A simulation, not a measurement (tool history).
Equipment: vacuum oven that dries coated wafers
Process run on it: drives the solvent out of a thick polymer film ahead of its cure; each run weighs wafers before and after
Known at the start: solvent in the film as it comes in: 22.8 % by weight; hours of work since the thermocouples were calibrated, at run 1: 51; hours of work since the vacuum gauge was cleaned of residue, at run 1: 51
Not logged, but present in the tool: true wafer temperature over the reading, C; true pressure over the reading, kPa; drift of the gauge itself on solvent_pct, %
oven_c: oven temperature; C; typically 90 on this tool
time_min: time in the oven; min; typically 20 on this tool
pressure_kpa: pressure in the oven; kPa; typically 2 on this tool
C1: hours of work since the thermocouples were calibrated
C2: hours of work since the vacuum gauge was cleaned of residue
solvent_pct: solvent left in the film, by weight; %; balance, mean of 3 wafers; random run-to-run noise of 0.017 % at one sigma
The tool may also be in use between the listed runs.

{"run": 1, "day": 0.0, "oven_c": 90, "time_min": 20, "pressure_kpa": 2, "C1": 51, "C2": 51, "solvent_pct": 2.08}
{"run": 2, "day": 1.65, "oven_c": 90, "time_min": 20, "pressure_kpa": 2, "C1": 82, "C2": 82, "solvent_pct": 2.04}
{"run": 3, "day": 3.292, "oven_c": 90, "time_min": 20, "pressure_kpa": 2, "C1": 112, "C2": 112, "solvent_pct": 2.03}
{"run": 4, "day": 4.821, "oven_c": 90, "time_min": 20, "pressure_kpa": 1.19, "C1": 140, "C2": 140, "solvent_pct": 1.86}
{"run": 5, "day": 6.512, "oven_c": 90, "time_min": 20, "pressure_kpa": 2, "C1": 171, "C2": 171, "solvent_pct": 2.02}
{"run": 6, "day": 8.554, "oven_c": 90, "time_min": 20, "pressure_kpa": 2, "C1": 209, "C2": 209, "solvent_pct": 2.03}
{"run": 7, "day": 10.521, "oven_c": 90, "time_min": 20, "pressure_kpa": 2, "C1": 245, "C2": 245, "solvent_pct": 2.01}
{"run": 8, "day": 12.688, "oven_c": 90, "time_min": 20, "pressure_kpa": 3.23, "C1": 285, "C2": 285, "solvent_pct": 2.27}
{"run": 9, "day": 14.279, "oven_c": 90, "time_min": 20, "pressure_kpa": 3.23, "C1": 314, "C2": 314, "solvent_pct": 2.23}
{"run": 10, "day": 15.408, "oven_c": 90, "time_min": 27, "pressure_kpa": 3.23, "C1": 335, "C2": 335, "solvent_pct": 1.43}
{"run": 11, "day": 17.529, "oven_c": 87, "time_min": 13, "pressure_kpa": 5.66, "C1": 374, "C2": 374, "solvent_pct": 6.16}
{"run": 12, "day": 18.775, "oven_c": 93, "time_min": 20, "pressure_kpa": 1.37, "C1": 397, "C2": 397, "solvent_pct": 1.13}
{"run": 13, "day": 20.25, "oven_c": 100, "time_min": 14, "pressure_kpa": 6.78, "C1": 424, "C2": 424, "solvent_pct": 1.67}
{"run": 14, "day": 22.138, "oven_c": 76, "time_min": 20, "pressure_kpa": 2.24, "C1": 459, "C2": 459, "solvent_pct": 8.23}
{"run": 15, "day": 23.671, "oven_c": 102, "time_min": 20, "pressure_kpa": 2, "C1": 487, "C2": 487, "solvent_pct": 0.42}
{"run": 16, "day": 25.992, "oven_c": 102, "time_min": 20, "pressure_kpa": 2, "C1": 530, "C2": 530, "solvent_pct": 0.4}
{"run": 17, "day": 27.996, "oven_c": 102, "time_min": 20, "pressure_kpa": 2, "C1": 567, "C2": 567, "solvent_pct": 0.4}
{"run": 18, "day": 29.8, "oven_c": 102, "time_min": 20, "pressure_kpa": 2, "C1": 600, "C2": 600, "solvent_pct": 0.38}
{"run": 19, "day": 31.858, "oven_c": 75, "time_min": 21, "pressure_kpa": 2, "C1": 638, "C2": 638, "solvent_pct": 8.29}

Hidden state or all else? Some run-to-run changes of solvent_pct, split into what the settings, what came in and random variation would give without the hidden state, and what is left for the hidden state (with any gauge scatter that isn't in both results):
Run 18 -> 19: oven_c 102 -> 75, time_min 20 -> 21. solvent_pct +7.91 %: hidden state -0.5, all else +8.41.
